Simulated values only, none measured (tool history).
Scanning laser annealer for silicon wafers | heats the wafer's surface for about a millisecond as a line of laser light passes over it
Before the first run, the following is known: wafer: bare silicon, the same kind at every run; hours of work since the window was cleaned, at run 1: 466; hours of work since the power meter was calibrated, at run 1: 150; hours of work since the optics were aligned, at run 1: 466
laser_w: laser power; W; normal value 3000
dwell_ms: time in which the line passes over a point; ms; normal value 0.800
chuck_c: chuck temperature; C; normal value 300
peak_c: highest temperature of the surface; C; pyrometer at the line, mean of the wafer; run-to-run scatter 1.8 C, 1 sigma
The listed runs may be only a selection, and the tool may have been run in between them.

| run | hour | laser_w | dwell_ms | chuck_c | hours of work since the window was cleaned | hours of work since the power meter was calibrated | hours of work since the optics were aligned | peak_c |
|---|---|---|---|---|---|---|---|---|
| 1 | 0.0 | 3000 | 0.800 | 300 | 466 | 150 | 466 | 1049 |
| 2 | 14.1 | 3147 | 0.800 | 300 | 472 | 157 | 472 | 1094 |
| 3 | 43.6 | 3147 | 0.800 | 300 | 485 | 170 | 485 | 1094 |
| 4 | 63.2 | 3000 | 0.758 | 300 | 493 | 178 | 493 | 1028 |
| 5 | 89.3 | 3000 | 0.633 | 300 | 505 | 190 | 505 | 963 |
| 6 | 118.1 | 3000 | 0.633 | 300 | 517 | 202 | 517 | 965 |
| 7 | 145.5 | 3000 | 0.800 | 300 | 529 | 214 | 529 | 1049 |
| 8 | 167.0 | 3000 | 0.592 | 300 | 539 | 224 | 539 | 943 |
| 9 | 181.5 | 3000 | 0.592 | 300 | 545 | 230 | 545 | 940 |
| 10 | 205.0 | 3000 | 0.592 | 300 | 555 | 240 | 555 | 942 |
| 11 | 229.9 | 3000 | 0.994 | 300 | 566 | 251 | 566 | 1137 |
| 12 | 246.0 | 3000 | 0.994 | 300 | 573 | 258 | 573 | 1136 |
| 13 | 264.2 | 3000 | 0.994 | 300 | 581 | 266 | 581 | 1135 |
|  | 278.7 | window over the wafer cleaned |
| 14 | 283.2 | 3000 | 0.800 | 300 | 2 | 273 | 589 | 1048 |
| 15 | 300.8 | 3000 | 0.800 | 300 | 10 | 281 | 596 | 1048 |
| 16 | 316.6 | 3000 | 0.800 | 300 | 17 | 288 | 603 | 1048 |
| 17 | 330.3 | 2568 | 0.818 | 300 | 23 | 294 | 609 | 923 |
| 18 | 349.0 | 3086 | 0.765 | 331 | 31 | 302 | 617 | 1092 |
| 19 | 377.9 | 3086 | 0.694 | 282 | 43 | 315 | 630 | 1003 |
| 20 | 398.9 | 2571 | 0.895 | 338 | 53 | 324 | 639 | 991 |
| 21 | 416.9 | 3000 | 0.865 | 300 | 60 | 332 | 647 | 1076 |
| 22 | 443.8 | 3000 | 0.653 | 279 | 72 | 344 | 659 | 953 |
| 23 | 469.5 | 3000 | 0.653 | 279 | 84 | 355 | 670 | 957 |
| 24 | 497.1 | 3000 | 0.653 | 279 | 96 | 367 | 682 | 956 |
| 25 | 513.4 | 3000 | 0.744 | 282 | 103 | 374 | 689 | 1005 |
| 26 | 531.9 | 3000 | 0.605 | 330 | 111 | 382 | 697 | 978 |
| 27 | 544.6 | 2996 | 0.595 | 300 | 116 | 388 | 703 | 942 |
| 28 | 563.0 | 3000 | 0.665 | 286 | 124 | 396 | 711 | 971 |
| 29 | 581.6 | 3000 | 0.665 | 286 | 133 | 404 | 719 | 966 |
| 30 | 608.7 | 3000 | 0.665 | 286 | 144 | 416 | 731 | 967 |
| 31 | 637.3 | 3000 | 0.665 | 286 | 157 | 428 | 744 | 968 |

Hidden condition of the tool, last listed run before each entry between runs versus first listed run after:
Runs 13 to 14: window over the wafer cleaned (hour 278.7)
  light that passes the window, % of a clean one's: 99.96 -> 100
